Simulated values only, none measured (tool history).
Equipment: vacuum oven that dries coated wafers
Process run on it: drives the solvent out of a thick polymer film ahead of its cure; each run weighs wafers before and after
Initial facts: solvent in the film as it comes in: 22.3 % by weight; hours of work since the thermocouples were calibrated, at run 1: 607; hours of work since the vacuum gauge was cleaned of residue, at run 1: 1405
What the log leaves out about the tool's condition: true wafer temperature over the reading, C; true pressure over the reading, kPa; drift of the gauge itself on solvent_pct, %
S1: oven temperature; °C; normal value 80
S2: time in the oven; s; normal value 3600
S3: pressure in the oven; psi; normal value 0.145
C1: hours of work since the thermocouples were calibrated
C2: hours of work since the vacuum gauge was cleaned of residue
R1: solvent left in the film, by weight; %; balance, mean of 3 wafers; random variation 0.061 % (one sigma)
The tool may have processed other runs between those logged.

run 1 hour=0 | S1=80 S2=3600 S3=0.145 | C1=607 C2=1405 | R1=4.15
run 2 hour=50.1 | S1=80 S2=3600 S3=0.145 | C1=643 C2=1441 | R1=4.14
-- hour=82.5 vacuum gauge cleaned of residue and calibrated
run 3 hour=126.2 | S1=69 S2=3600 S3=0.145 | C1=697 C2=31 | R1=8.7
-- hour=187.3 oven's thermocouples calibrated
run 4 hour=203.9 | S1=80 S2=5040 S3=0.145 | C1=12 C2=86 | R1=2.23
run 5 hour=259.7 | S1=80 S2=5040 S3=0.145 | C1=52 C2=126 | R1=2.33
run 6 hour=296.1 | S1=80 S2=3600 S3=0.136 | C1=78 C2=152 | R1=3.95
run 7 hour=331.8 | S1=80 S2=3600 S3=0.145 | C1=104 C2=178 | R1=3.92
run 8 hour=407.1 | S1=80 S2=3600 S3=0.261 | C1=158 C2=232 | R1=4.31
run 9 hour=455 | S1=80 S2=3600 S3=0.145 | C1=193 C2=267 | R1=4.02
run 10 hour=509 | S1=80 S2=3600 S3=0.361 | C1=232 C2=306 | R1=4.68
-- hour=523.1 vacuum gauge cleaned of residue and calibrated, once more
run 11 hour=562.8 | S1=80 S2=3600 S3=0.361 | C1=269 C2=29 | R1=4.3
run 12 hour=629.8 | S1=95 S2=3600 S3=0.145 | C1=317 C2=77 | R1=0.64
run 13 hour=681.8 | S1=79 S2=3600 S3=0.145 | C1=355 C2=114 | R1=4.27
run 14 hour=715.4 | S1=80 S2=3600 S3=0.075 | C1=379 C2=138 | R1=3.83
run 15 hour=759.6 | S1=80 S2=3600 S3=0.106 | C1=411 C2=170 | R1=3.9
run 16 hour=824.6 | S1=85 S2=3600 S3=0.145 | C1=458 C2=217 | R1=2.53
run 17 hour=876.7 | S1=80 S2=3600 S3=0.125 | C1=495 C2=255 | R1=4.04
run 18 hour=910.9 | S1=80 S2=3600 S3=0.277 | C1=520 C2=279 | R1=4.38
run 19 hour=963.2 | S1=80 S2=2040 S3=0.145 | C1=557 C2=317 | R1=7.67
run 20 hour=1008.8 | S1=80 S2=2040 S3=0.145 | C1=590 C2=350 | R1=7.78
run 21 hour=1070.4 | S1=92 S2=3600 S3=0.145 | C1=635 C2=394 | R1=1
run 22 hour=1133.2 | S1=79 S2=3600 S3=0.145 | C1=680 C2=439 | R1=4.52
run 23 hour=1170.7 | S1=79 S2=3600 S3=0.145 | C1=707 C2=466 | R1=4.63
run 24 hour=1205.1 | S1=79 S2=5760 S3=0.299 | C1=732 C2=491 | R1=2.73
-- hour=1219.5 oven's thermocouples calibrated
run 25 hour=1279.8 | S1=89 S2=4860 S3=0.226 | C1=43 C2=543 | R1=0.88
run 26 hour=1351.7 | S1=76 S2=4140 S3=0.255 | C1=95 C2=595 | R1=4.47
run 27 hour=1398.2 | S1=88 S2=1800 S3=0.48 | C1=129 C2=629 | R1=5.41
run 28 hour=1465.6 | S1=92 S2=3720 S3=0.139 | C1=177 C2=677 | R1=0.88
run 29 hour=1540 | S1=89 S2=3720 S3=0.245 | C1=231 C2=731 | R1=1.58
run 30 hour=1603.6 | S1=85 S2=1980 S3=0.083 | C1=277 C2=776 | R1=5.45
run 31 hour=1653.6 | S1=80 S2=1920 S3=0.145 | C1=312 C2=812 | R1=7.56
run 32 hour=1699.9 | S1=80 S2=1800 S3=0.145 | C1=346 C2=846 | R1=8.22
run 33 hour=1763.3 | S1=80 S2=1800 S3=0.145 | C1=391 C2=891 | R1=8.31
run 34 hour=1802.4 | S1=90 S2=1920 S3=0.145 | C1=420 C2=920 | R1=4.1
run 35 hour=1854.9 | S1=95 S2=3240 S3=0.368 | C1=457 C2=957 | R1=1.3
run 36 hour=1914.4 | S1=95 S2=3240 S3=0.368 | C1=500 C2=1000 | R1=1.29
run 37 hour=1988.5 | S1=95 S2=3240 S3=0.368 | C1=554 C2=1054 | R1=1.33
run 38 hour=2062.7 | S1=69 S2=4920 S3=0.2 | C1=607 C2=1107 | R1=6.62
run 39 hour=2119.9 | S1=86 S2=6060 S3=0.553 | C1=648 C2=1148 | R1=1.75
run 40 hour=2166 | S1=68 S2=6060 S3=0.276 | C1=681 C2=1181 | R1=6.22
run 41 hour=2214.4 | S1=87 S2=6060 S3=0.286 | C1=716 C2=1216 | R1=1.15
-- hour=2246.5 oven's thermocouples calibrated
run 42 hour=2259.5 | S1=87 S2=5340 S3=0.265 | C1=9 C2=1247 | R1=1.1
run 43 hour=2305.6 | S1=87 S2=5340 S3=0.265 | C1=43 C2=1280 | R1=1.14

Pick out some run-to-run changes in R1. Of each, how much would a tool without hidden state show as well, from the settings, what came in and chance, and how much is left for the hidden state and any gauge scatter not in both results compared?
Run 3 -> 4: S1 69 -> 80, S2 3600 -> 5040, oven's thermocouples calibrated. R1 -6.47 %: hidden state -0.52, all else -5.95.
Run 20 -> 21: S1 80 -> 92, S2 2040 -> 3600. R1 -6.78 %: hidden state -0.43, all else -6.35.
Run 24 -> 25: S1 79 -> 89, S2 5760 -> 4860, S3 0.299 -> 0.226, oven's thermocouples calibrated. R1 -1.85 %: hidden state -0.54, all else -1.31.
Run 37 -> 38: S1 95 -> 69, S2 3240 -> 4920, S3 0.368 -> 0.2. R1 +5.29 %: hidden state +0.45, all else +4.84.
Run 40 -> 41: S1 68 -> 87, S3 0.276 -> 0.286. R1 -5.07 %: hidden state -0.51, all else -4.56.
